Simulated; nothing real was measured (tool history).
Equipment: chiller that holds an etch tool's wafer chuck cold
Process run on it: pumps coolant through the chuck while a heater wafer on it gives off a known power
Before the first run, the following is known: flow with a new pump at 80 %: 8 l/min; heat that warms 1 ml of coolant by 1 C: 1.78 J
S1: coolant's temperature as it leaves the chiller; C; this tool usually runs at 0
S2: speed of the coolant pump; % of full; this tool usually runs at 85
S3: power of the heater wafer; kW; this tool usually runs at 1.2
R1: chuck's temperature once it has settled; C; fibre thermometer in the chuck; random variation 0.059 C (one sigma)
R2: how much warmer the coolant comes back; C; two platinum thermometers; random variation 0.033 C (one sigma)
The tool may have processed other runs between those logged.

run	hour	S1	S2	S3	R1	R2
1	0	0	85	1.2	9.54	4.79
2	108.8	0	85	1.2	9.59	4.75
3	257.8	6	85	1.2	15.59	4.81
4	420.3	6	85	1.2	15.67	4.77
5	652.8	6	85	1.2	15.6	4.79
# hour 789.6: coolant pump overhauled
6	789.6	0	85	0.913	7.35	3.59
# hour 973.1: coolant changed, channels flushed
7	992.1	0	85	0.913	7.41	3.61
8	1215.9	0	85	1.2	9.73	4.78
9	1443.5	0	85	1.2	9.63	4.81
10	1646	7	85	1.2	16.74	4.74
11	1745.4	7	85	1.2	16.63	4.81
12	1966.2	0	85	1.2	9.59	4.74
13	2068.7	0	85	1.2	9.67	4.78
14	2307	0	85	1.357	10.94	5.39
15	2536.5	0	85	1.2	9.68	4.75
16	2729.8	0	85	1.2	9.7	4.7
17	2920.8	-3	61	0.732	4.16	4.02
18	3072.9	-3	61	0.732	4.28	3.99
# hour 3093: chiller's thermometer calibrated
19	3294	3	60	0.68	9.93	3.75
20	3419.4	0	79	1.2	10.09	5.08
21	3538.9	1	61	1.433	15.23	7.86
22	3659.3	-7	76	1.2	3.49	5.32
23	3758.8	-7	76	1.2	3.45	5.33
24	3921	-7	76	1.2	3.5	5.28
25	4069.8	-7	76	1.2	3.54	5.32
# hour 4112.4: coolant changed, channels flushed
26	4246.1	3	80	1.434	15.1	6.02
27	4474.1	0	70	1.108	10.14	5.31
28	4610.1	-9	73	1.129	1.17	5.18
29	4773.1	7	65	0.669	13.57	3.4
30	4974.9	5	65	0.669	11.65	3.43
# hour 4999.8: coolant pump overhauled
31	5212.5	-5	70	1.193	6.05	5.75

Measured minus without-hidden-state, run by run (identical run-to-run variation in each term; gauge scatter may differ):
Unlogged tool condition in this case: heat passed by the chuck's channels, % of clean ones'; flow at a given pump speed, % of a new pump's; coolant's true temperature over the reading, C; drift of the gauge itself on chuck_c, C; drift of the gauge itself on warmer_back_c, C.
run	R1
1	+0.01
2	+0.02
3	+0.02
4	+0.04
5	+0.05
6	+0.05
7	+0.04
8	+0.06
9	+0.07
10	+0.08
11	+0.09
12	+0.1
13	+0.11
14	+0.12
15	+0.13
16	+0.14
17	+0.15
18	+0.16
19	+0.18
20	+0.19
21	+0.21
22	+0.21
23	+0.21
24	+0.22
25	+0.23
26	+0.23
27	+0.24
28	+0.25
29	+0.25
30	+0.26
31	+0.27
R2: within 0.01 C of the measured result in every run.
